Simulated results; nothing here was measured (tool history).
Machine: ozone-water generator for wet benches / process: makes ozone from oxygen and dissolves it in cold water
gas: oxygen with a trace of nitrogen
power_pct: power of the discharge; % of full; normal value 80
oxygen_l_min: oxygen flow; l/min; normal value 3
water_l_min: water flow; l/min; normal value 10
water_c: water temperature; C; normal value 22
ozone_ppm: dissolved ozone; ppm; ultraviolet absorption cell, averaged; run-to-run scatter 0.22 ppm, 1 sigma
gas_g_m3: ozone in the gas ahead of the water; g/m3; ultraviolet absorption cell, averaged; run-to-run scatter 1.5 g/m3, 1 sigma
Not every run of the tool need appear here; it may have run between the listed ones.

run   hour  power_pct  oxygen_l_min  water_l_min  water_c  ozone_ppm  gas_g_m3
  1      0         80             3           10       22       33.3     272.8
      29.4  -- contactor cleaned
  2   32.6         80             3           10       22       33.6     274.9
  3   53.9         80             3           10       22       34.1     275.6
  4   84.8         80             3           10       22       33.6     275.4
  5  106.9         80             3           10       22       33.6     276.9
  6  139.8         80             3           10       22       33.5     275.9
  7  170.5         80             3           10       22       33.4     277.4
  8  203.2         80             3           10       22       33.4     277.5
  9  229.6         80             3           10       16       36.8       278
 10  251.1         59             3           10       16       29.2     223.1
 11  276.4         59             3           10       16       29.6     219.4
 12  307.4         80           1.7           10       22       33.2       372
 13  339.8         80          2.93           10       22       33.7     283.3
 14  362.6         80          2.93           10       22       33.8     283.4
 15    377         80          2.93           10       22       33.8     282.7
 16  406.7         80             3           10       22       33.7     278.8

What will run 17 give?
 17   439         76          1.64           10       17          ?         ?

{"run 17": {"ozone_ppm": 33.1, "gas_g_m3": 366.5}}
On a tool with no hidden condition, and with the same random variation, this run would have come out at ozone_ppm 33.1 ppm, gas_g_m3 357.5 g/m3.
